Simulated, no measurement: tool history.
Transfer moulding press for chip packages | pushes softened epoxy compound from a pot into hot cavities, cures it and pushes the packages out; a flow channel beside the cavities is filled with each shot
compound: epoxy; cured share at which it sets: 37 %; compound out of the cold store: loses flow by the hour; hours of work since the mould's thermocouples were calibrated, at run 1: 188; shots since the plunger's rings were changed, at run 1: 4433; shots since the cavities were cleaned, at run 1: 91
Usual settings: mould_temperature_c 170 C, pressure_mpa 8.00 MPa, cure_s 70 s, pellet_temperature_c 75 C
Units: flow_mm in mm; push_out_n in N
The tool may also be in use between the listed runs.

run	hour	mould_temperature_c	pressure_mpa	cure_s	pellet_temperature_c	hours of work since the mould's thermocouples were calibrated	shots since the plunger's rings were changed	shots since the cavities were cleaned	incoming compound's hours out of the cold store	flow_mm	push_out_n
1	0.0	170	8.00	70	75	188	4433	91	9.8	834	725
# hour 18.6: plunger's sealing rings changed
2	41.5	170	8.00	70	75	214	336	664	28.3	826	1100
# hour 50.9: cavities cleaned with cleaning compound and waxed
3	96.7	170	8.00	70	75	249	1127	674	27.7	821	1297
# hour 106.0: cavities cleaned with cleaning compound and waxed
4	139.6	170	8.00	70	75	275	1734	493	27.2	807	983
# hour 143.8: cavities cleaned with cleaning compound and waxed, once more
5	187.6	170	8.00	70	75	306	2419	645	27.2	798	1074
# hour 199.6: cavities cleaned with cleaning compound and waxed
6	246.0	170	8.00	70	75	343	3256	682	25.3	786	1083
# hour 251.7: cavities cleaned with cleaning compound and waxed
7	300.6	170	8.00	70	67	377	4037	719	30.8	756	1116
# hour 306.7: cavities cleaned with cleaning compound and waxed
# hour 346.9: plunger's sealing rings changed
8	351.9	170	8.00	70	75	408	74	628	45.1	762	983
# hour 361.1: cavities cleaned with cleaning compound and waxed
9	405.2	170	8.00	70	75	442	835	648	38.7	783	1027
# hour 417.8: cavities cleaned with cleaning compound and waxed
10	467.8	170	8.00	70	75	482	1734	735	10.5	871	1170
# hour 474.7: cavities cleaned with cleaning compound and waxed
11	500.4	168	8.00	70	75	502	2191	377	20.7	829	1114
# hour 529.2: cavities cleaned with cleaning compound and waxed
12	546.2	168	8.00	70	75	531	2844	251	42.7	746	920
# hour 581.3: cavities cleaned with cleaning compound and waxed
13	595.1	168	8.00	70	75	562	3540	202	20.4	803	893
14	627.1	168	9.78	86	76	582	4011	673	19.1	896	830
# hour 634.0: cavities cleaned with cleaning compound and waxed
15	657.5	168	9.78	86	76	601	4436	345	15.7	898	696
# hour 674.1: plunger's sealing rings changed
# hour 689.4: cavities cleaned with cleaning compound and waxed
16	697.5	170	8.00	104	74	625	322	120	33.2	806	436
# hour 741.5: cavities cleaned with cleaning compound and waxed
17	743.3	170	8.00	104	74	654	973	26	17.0	864	376
18	778.3	173	8.00	85	75	676	1488	541	17.4	837	635
# hour 794.7: cavities cleaned with cleaning compound and waxed
19	839.1	173	8.00	84	68	715	2360	653	23.9	813	676
# hour 849.8: cavities cleaned with cleaning compound and waxed
20	881.3	164	8.00	54	68	741	2959	463	37.0	778	2474
# hour 903.3: cavities cleaned with cleaning compound and waxed
21	924.9	164	8.00	54	68	769	3578	318	22.9	812	2447
# hour 956.3: cavities cleaned with cleaning compound and waxed
22	979.9	170	8.39	70	75	804	4365	348	47.2	710	782
# hour 1005.0: plunger's sealing rings changed
# hour 1012.0: cavities cleaned with cleaning compound and waxed
23	1012.0	165	6.79	70	67	822	81	0	14.2	838	884
24	1037.6	170	8.00	68	75	839	457	376	26.6	827	972
# hour 1044.9: mould's thermocouples calibrated
# hour 1069.1: cavities cleaned with cleaning compound and waxed
25	1086.1	175	6.06	68	75	26	1118	249	43.6	647	643
# hour 1120.7: cavities cleaned with cleaning compound and waxed
26	1126.9	174	8.01	66	67	51	1697	91	12.2	860	720

3 ways to go on from here, each from the tool as it stands after run 26. What would each give?
A	1156.7	167	9.83	66	74	71	2135	529	36.5	?	?
B	1156.7	165	7.76	66	67	71	2135	529	12.6	?	?
C	1156.7	176	8.01	66	67	71	2135	529	44.9	?	?

run	flow_mm	push_out_n
A	866	1516
B	871	2007
C	727	832
Without the tool's hidden state the same runs would have given:
run	flow_mm	push_out_n
A	906	855
B	912	1128
C	761	469
